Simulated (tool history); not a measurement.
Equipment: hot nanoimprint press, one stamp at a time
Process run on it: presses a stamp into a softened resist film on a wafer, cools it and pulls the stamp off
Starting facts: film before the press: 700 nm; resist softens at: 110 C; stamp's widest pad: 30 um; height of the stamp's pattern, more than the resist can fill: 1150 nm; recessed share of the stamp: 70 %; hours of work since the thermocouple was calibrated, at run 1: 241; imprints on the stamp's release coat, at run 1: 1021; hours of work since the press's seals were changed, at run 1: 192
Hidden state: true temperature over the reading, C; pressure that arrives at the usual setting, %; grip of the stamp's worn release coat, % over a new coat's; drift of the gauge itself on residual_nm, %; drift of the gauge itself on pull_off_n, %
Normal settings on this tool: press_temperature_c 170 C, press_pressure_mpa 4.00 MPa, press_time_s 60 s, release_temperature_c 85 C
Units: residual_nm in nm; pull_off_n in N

run	hour	press_temperature_c	press_pressure_mpa	press_time_s	release_temperature_c	hours of work since the thermocouple was calibrated	imprints on the stamp's release coat	hours of work since the press's seals were changed	residual_nm	pull_off_n
1	0.0	170	4.00	60	85	241	1021	192	312.1	315
2	13.8	170	4.00	60	85	252	1098	202	311.6	315
3	19.5	170	4.00	60	85	256	1130	206	310.4	327
4	32.1	170	4.00	60	85	265	1201	216	311.9	321
# hour 42.7: stamp cleaned and given a new release coat
5	46.7	170	4.00	60	85	272	23	222	310.6	212
6	58.4	170	4.00	60	85	280	89	231	308.9	215
7	70.9	170	4.00	60	85	289	159	240	309.9	229
8	83.0	170	3.51	60	85	298	227	249	329.3	232
9	94.4	174	3.51	60	85	307	291	257	270.8	232
10	104.7	177	3.51	60	85	315	349	265	232.8	246
11	114.5	170	4.00	60	85	322	404	272	311.2	245
12	127.0	170	4.00	57	85	331	474	282	313.5	257
13	135.5	170	4.00	57	85	337	522	288	314.3	260
14	148.4	170	4.00	57	85	347	595	297	312.7	267
# hour 152.6: plate thermocouple calibrated
15	162.5	170	4.62	60	85	7	657	306	304.0	285
16	172.1	170	4.62	60	85	14	711	313	305.7	286
17	182.7	170	6.30	60	76	22	771	321	260.4	349
18	194.1	168	2.62	60	85	31	835	329	427.8	299
19	207.0	179	4.93	119	86	40	907	339	140.6	295
20	213.0	170	4.72	91	85	45	941	343	258.2	312
21	222.2	172	4.00	81	73	52	993	350	264.6	404
22	228.7	166	4.72	60	83	56	1029	355	370.7	336
23	238.4	170	4.00	46	79	64	1084	362	358.4	369
24	251.8	170	4.00	109	79	74	1159	372	261.4	385
25	261.1	170	4.24	120	85	80	1212	379	245.7	333
# hour 270.1: stamp cleaned and given a new release coat
26	278.4	175	4.24	120	85	89	47	387	186.5	206
27	289.0	162	3.70	120	78	97	107	395	399.6	256
28	294.7	162	3.70	120	78	101	139	399	399.6	265
29	303.2	162	3.70	120	80	107	187	405	401.2	258

Alternative continuations, all from the tool just after run 29; predict every row:
A	310.5	170	4.00	60	90	113	228	411	?	?
B	310.5	181	4.00	60	85	113	228	411	?	?
C	310.5	170	2.95	83	82	113	228	411	?	?
D	310.5	162	4.48	30	80	113	228	411	?	?
E	310.5	160	4.00	32	76	113	228	411	?	?

run	residual_nm	pull_off_n
A	325.4	208
B	186.8	226
C	334.3	256
D	534.1	264
E	569.8	279
Without the tool's unlogged condition, the same runs would have read:
run	residual_nm	pull_off_n
A	325.0	189
B	186.3	205
C	334.5	233
D	533.6	240
E	569.7	253
